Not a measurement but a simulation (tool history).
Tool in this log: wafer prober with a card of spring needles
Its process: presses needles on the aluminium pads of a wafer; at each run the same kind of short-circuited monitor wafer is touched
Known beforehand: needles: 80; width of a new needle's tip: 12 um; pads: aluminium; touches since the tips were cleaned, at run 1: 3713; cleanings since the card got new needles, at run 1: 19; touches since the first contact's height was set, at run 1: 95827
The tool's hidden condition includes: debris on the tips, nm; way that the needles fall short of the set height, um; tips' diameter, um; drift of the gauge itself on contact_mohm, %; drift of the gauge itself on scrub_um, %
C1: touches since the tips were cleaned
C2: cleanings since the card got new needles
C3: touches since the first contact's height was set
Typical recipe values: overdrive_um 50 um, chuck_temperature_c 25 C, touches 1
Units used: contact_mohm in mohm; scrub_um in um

Run 1, hour 0.0: usual settings; C1 3713; C2 19; C3 95827. Result: contact_mohm 680 mohm, scrub_um 6.62 um.
At hour 3.3: tips cleaned on abrasive film.
Run 2, hour 13.5: usual settings; C1 2959; C2 20; C3 99725. Result: contact_mohm 640 mohm, scrub_um 6.58 um.
At hour 19.6: tips cleaned on abrasive film.
Run 3, hour 26.5: usual settings; C1 2006; C2 21; C3 103472. Result: contact_mohm 561 mohm, scrub_um 6.57 um.
At hour 34.9: tips cleaned on abrasive film.
Run 4, hour 44.4: usual settings; C1 2772; C2 22; C3 108675. Result: contact_mohm 620 mohm, scrub_um 6.54 um.
At hour 50.3: tips cleaned on abrasive film.
At hour 66.5: tips cleaned on abrasive film.
Run 5, hour 66.9: usual settings; C1 112; C2 24; C3 115163. Result: contact_mohm 215 mohm, scrub_um 6.51 um.
Run 6, hour 77.3: usual settings; C1 3147; C2 24; C3 118198. Result: contact_mohm 659 mohm, scrub_um 6.54 um.
At hour 83.8: tips cleaned on abrasive film.
At hour 100.2: tips cleaned on abrasive film.
Run 7, hour 100.7: usual settings; C1 119; C2 26; C3 124929. Result: contact_mohm 224 mohm, scrub_um 6.49 um.
Run 8, hour 110.6: usual settings; C1 3029; C2 26; C3 127839. Result: contact_mohm 673 mohm, scrub_um 6.48 um.
At hour 117.3: tips cleaned on abrasive film.
Run 9, hour 132.0: usual settings but overdrive_um 36 um, chuck_temperature_c 66 C; C1 4292; C2 27; C3 134039. Result: contact_mohm 1201 mohm, scrub_um 4.60 um.
At hour 134.3: tips cleaned on abrasive film.
At hour 134.6: height of the first contact set anew.
At hour 150.9: tips cleaned on abrasive film.
Run 10, hour 154.5: usual settings but overdrive_um 47 um, chuck_temperature_c 34 C, touches 2; C1 1051; C2 29; C3 5772. Result: contact_mohm 356 mohm, scrub_um 5.89 um.
At hour 166.7: tips cleaned on abrasive film.
Run 11, hour 171.4: usual settings but overdrive_um 47 um, chuck_temperature_c 34 C, touches 2; C1 1350; C2 30; C3 10639. Result: contact_mohm 431 mohm, scrub_um 5.85 um.
At hour 182.3: tips cleaned on abrasive film.
Run 12, hour 185.6: usual settings but overdrive_um 47 um, chuck_temperature_c 34 C, touches 2; C1 940; C2 31; C3 14748. Result: contact_mohm 357 mohm, scrub_um 5.85 um.
At hour 198.0: tips cleaned on abrasive film.
Run 13, hour 198.3: usual settings but overdrive_um 38 um, chuck_temperature_c 112 C, touches 2; C1 76; C2 32; C3 18412. Result: contact_mohm 254 mohm, scrub_um 4.62 um.
At hour 213.6: tips cleaned on abrasive film.
Run 14, hour 215.2: usual settings but touches 2; C1 462; C2 33; C3 23328. Result: contact_mohm 232 mohm, scrub_um 6.29 um.
At hour 218.9: height of the first contact set anew, once more.
At hour 229.7: tips cleaned on abrasive film.
Run 15, hour 231.8: usual settings but touches 2; C1 607; C2 34; C3 3724. Result: contact_mohm 255 mohm, scrub_um 6.72 um.

Consider 3 possible next runs. They are alternatives, not a sequence: every one starts from the tool as it was left by run 15. What does each give?
At hour 246.0: tips cleaned on abrasive film.
Run A, hour 255.2: usual settings but overdrive_um 70 um, chuck_temperature_c 31 C; C1 2676; C2 35; C3 10501. Result: contact_mohm ?, scrub_um ?.
At hour 246.0: tips cleaned on abrasive film.
Run B, hour 255.2: usual settings but overdrive_um 51 um, touches 3; C1 2676; C2 35; C3 10501. Result: contact_mohm ?, scrub_um ?.
At hour 246.0: tips cleaned on abrasive film.
Run C, hour 255.2: usual settings but chuck_temperature_c 52 C, touches 2; C1 2676; C2 35; C3 10501. Result: contact_mohm ?, scrub_um ?.

run  contact_mohm  scrub_um
  A           390      9.51
  B           299      6.86
  C           417      6.77
With the hidden condition removed and each run's random variation left untouched, the same runs would have given:
run  contact_mohm  scrub_um
  A           122      9.53
  B           128      6.88
  C           134      6.79
